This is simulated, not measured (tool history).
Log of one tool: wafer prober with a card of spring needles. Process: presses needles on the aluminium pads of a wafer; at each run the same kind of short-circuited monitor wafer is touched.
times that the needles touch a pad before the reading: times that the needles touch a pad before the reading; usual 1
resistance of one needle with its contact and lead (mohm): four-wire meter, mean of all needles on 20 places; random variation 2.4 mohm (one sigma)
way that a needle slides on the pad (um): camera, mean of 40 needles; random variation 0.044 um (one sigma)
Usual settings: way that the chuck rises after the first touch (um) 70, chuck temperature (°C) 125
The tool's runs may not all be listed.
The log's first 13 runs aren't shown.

run,hour,way that the chuck rises after the first touch (um),chuck temperature (°C),times that the needles touch a pad before the reading,touches since the tips were cleaned,cleanings since the card got new needles,touches since the first contact's height was set,resistance of one needle with its contact and lead (mohm),way that a needle slides on the pad (um)
14,108.7,70,125,1,5431,15,103244,285,16.02
# hour 109.8: tips cleaned on abrasive film
15,118.0,70,125,1,2526,16,106058,281,15.93
# hour 128.7: tips cleaned on abrasive film
16,128.7,70,125,1,0,17,109280,273,16.01
17,140.2,68,125,1,3494,17,112774,286,15.49
# hour 147.5: tips cleaned on abrasive film
18,151.7,70,125,3,1266,18,116248,276,15.93
19,164.8,60,51,2,5256,18,120238,264,13.65
# hour 166.7: tips cleaned on abrasive film
20,170.3,70,125,2,1085,19,121894,272,15.94
21,181.8,70,63,1,4596,19,125405,263,15.89
# hour 182.8: height of the first contact set anew
# hour 186.4: tips cleaned on abrasive film
22,192.8,70,49,1,1963,20,3028,258,15.69
23,203.3,64,35,1,5144,20,6209,262,14.28
# hour 205.1: tips cleaned on abrasive film
24,209.7,70,83,1,1397,21,8136,266,15.68
25,217.6,70,83,1,3806,21,10545,272,15.71
# hour 224.3: tips cleaned on abrasive film
26,225.8,52,61,2,462,22,13021,260,11.47
# hour 231.1: height of the first contact set anew, once more
27,237.7,87,61,2,3990,22,2014,261,20.36
# hour 243.6: tips cleaned on abrasive film
28,247.8,70,95,2,1273,23,5054,269,16.29
29,256.7,70,95,2,3985,23,7766,272,16.27
# hour 262.8: tips cleaned on abrasive film
30,266.0,79,95,2,949,24,10563,266,18.39
31,273.6,64,36,1,3269,24,12883,261,14.88
# hour 282.4: tips cleaned on abrasive film
32,282.4,64,36,1,0,25,15553,252,14.87
33,291.8,77,37,1,2844,25,18397,261,17.87

Forecast each of these 3 alternatives for the next run:
A,300.5,77,37,2,5491,25,21044,?,?
B,300.5,72,68,1,5491,25,21044,?,?
C,300.5,70,27,1,5491,25,21044,?,?

run,resistance of one needle with its contact and lead (mohm),way that a needle slides on the pad (um)
A,253,17.88
B,267,16.73
C,257,16.22
Without the tool's hidden state the same runs would have given:
run,resistance of one needle with its contact and lead (mohm),way that a needle slides on the pad (um)
A,247,17.95
B,256,16.80
C,244,16.28
